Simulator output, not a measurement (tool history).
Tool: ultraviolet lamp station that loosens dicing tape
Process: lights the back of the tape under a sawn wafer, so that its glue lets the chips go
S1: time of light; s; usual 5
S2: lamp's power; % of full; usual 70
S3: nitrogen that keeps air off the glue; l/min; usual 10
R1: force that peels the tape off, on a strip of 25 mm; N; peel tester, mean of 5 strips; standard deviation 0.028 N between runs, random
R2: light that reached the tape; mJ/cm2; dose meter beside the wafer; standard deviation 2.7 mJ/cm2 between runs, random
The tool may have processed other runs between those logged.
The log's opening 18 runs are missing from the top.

run,hour,S1,S2,S3,R1,R2
19,844.1,8,94,10,0.197,768
20,873.3,8,94,10,0.219,762
21,917.2,8,94,10,0.204,759
22,967.4,5,90,14,0.561,464
23,1026.8,7,90,19,0.182,634
24,1071.8,6,70,5,1.619,424
25,1130.5,6,70,5,1.659,430
26,1171.1,6,70,5,1.610,427
27,1229.8,6,70,5,1.616,427
28,1281.1,4,79,3,3.626,322
29,1318.2,4,79,3,3.545,323
30,1361.5,4,79,3,3.629,318
# hour 1395.6: window cleaned of glue's vapour
31,1400.9,5,84,5,1.704,424
32,1460.6,5,84,5,1.670,424
33,1499.3,5,84,5,1.706,421
34,1537.8,6,75,7,1.084,454
35,1592.7,4,77,10,1.761,313
36,1628.8,8,70,10,0.434,564
37,1662.1,3,81,10,2.605,249
38,1728.0,9,73,4,0.773,675
39,1793.5,9,73,4,0.772,671
40,1849.1,9,73,4,0.792,664
41,1899.0,9,73,4,0.795,666

Forecast each of these 5 alternatives for the next run:
A,1937.9,10,70,14,?,?
B,1937.9,9,95,4,?,?
C,1937.9,2,70,6,?,?
D,1937.9,9,64,4,?,?
E,1937.9,5,77,17,?,?

run,R1,R2
A,0.174,708
B,0.389,863
C,5.945,141
D,1.021,589
E,0.692,389
The same runs, with their run-to-run variation unchanged, on a tool lacking any hidden condition would have given:
run,R1,R2
A,0.173,710
B,0.387,865
C,5.935,142
D,1.016,590
E,0.687,390
